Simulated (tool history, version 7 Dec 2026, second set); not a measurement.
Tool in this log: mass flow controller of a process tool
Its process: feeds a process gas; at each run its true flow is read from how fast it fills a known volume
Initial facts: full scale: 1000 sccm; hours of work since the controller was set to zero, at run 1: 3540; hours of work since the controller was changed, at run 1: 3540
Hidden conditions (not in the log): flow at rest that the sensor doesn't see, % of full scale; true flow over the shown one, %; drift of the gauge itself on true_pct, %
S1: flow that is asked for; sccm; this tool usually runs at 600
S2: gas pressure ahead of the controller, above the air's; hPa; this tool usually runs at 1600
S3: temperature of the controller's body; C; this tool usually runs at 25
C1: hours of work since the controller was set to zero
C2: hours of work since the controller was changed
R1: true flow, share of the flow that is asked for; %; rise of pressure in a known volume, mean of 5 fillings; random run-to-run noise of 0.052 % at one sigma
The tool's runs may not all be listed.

Run 1, hour 0: usual settings; C1 3540; C2 3540. Result: R1 100.29 %.
Run 2, hour 68: usual settings; C1 3594; C2 3594. Result: R1 100.26 %.
Run 3, hour 155.9: usual settings; C1 3664; C2 3664. Result: R1 100.35 %.
Run 4, hour 214.1: usual settings but S1 318 sccm; C1 3710; C2 3710. Result: R1 100.92 %.
Run 5, hour 305.7: usual settings but S1 318 sccm, S2 1530 hPa; C1 3782; C2 3782. Result: R1 101 %.
Run 6, hour 410.4: usual settings; C1 3865; C2 3865. Result: R1 100.39 %.
Run 7, hour 493.6: usual settings; C1 3931; C2 3931. Result: R1 100.39 %.
Run 8, hour 568.5: usual settings but S2 2740 hPa; C1 3991; C2 3991. Result: R1 99.86 %.
Run 9, hour 645.4: usual settings but S2 2740 hPa; C1 4052; C2 4052. Result: R1 99.96 %.
Run 10, hour 732.5: usual settings; C1 4120; C2 4120. Result: R1 100.37 %.
At hour 774.9: controller's zero set anew.
Run 11, hour 796.3: usual settings; C1 17; C2 4171. Result: R1 99.2 %.
Run 12, hour 859.1: usual settings; C1 67; C2 4220. Result: R1 99.19 %.
Run 13, hour 931.1: usual settings but S1 287 sccm, S2 2060 hPa, S3 34 C; C1 124; C2 4277. Result: R1 99.39 %.
Run 14, hour 1033.4: usual settings but S1 703 sccm, S2 1550 hPa, S3 23 C; C1 205; C2 4358. Result: R1 99.29 %.
Run 15, hour 1143.8: usual settings but S1 605 sccm, S2 1440 hPa, S3 32 C; C1 292; C2 4446. Result: R1 99.78 %.
Run 16, hour 1220.6: usual settings but S1 136 sccm, S2 2030 hPa, S3 32 C; C1 353; C2 4507. Result: R1 99.61 %.
Run 17, hour 1324.4: usual settings but S1 220 sccm, S3 40 C; C1 435; C2 4589. Result: R1 100.14 %.
Run 18, hour 1430.8: usual settings but S1 495 sccm, S2 1930 hPa, S3 22 C; C1 519; C2 4673. Result: R1 98.81 %.
Run 19, hour 1545.7: usual settings but S1 441 sccm, S2 2620 hPa, S3 22 C; C1 611; C2 4764. Result: R1 98.57 %.
Run 20, hour 1604.2: usual settings but S1 441 sccm, S2 1450 hPa, S3 21 C; C1 657; C2 4811. Result: R1 99.03 %.
Run 21, hour 1712.8: usual settings but S1 441 sccm, S2 1450 hPa, S3 21 C; C1 743; C2 4897. Result: R1 98.98 %.
Run 22, hour 1790.3: usual settings but S2 2660 hPa, S3 30 C; C1 804; C2 4958. Result: R1 99.23 %.
Run 23, hour 1847: usual settings but S1 220 sccm, S2 1940 hPa, S3 30 C; C1 849; C2 5003. Result: R1 99.59 %.

Describe how what the log doesn't record of the tool's condition differs between the last listed run preceding each entry between runs and the first listed run following it.
From run 10 to run 11: controller's zero set anew (hour 774.9)
  flow at rest that the sensor doesn't see, % of full scale: 0.77 -> 0.043
  what was measured, less what the result would be without the hidden state, R1: +0.77 -> -0.45 %
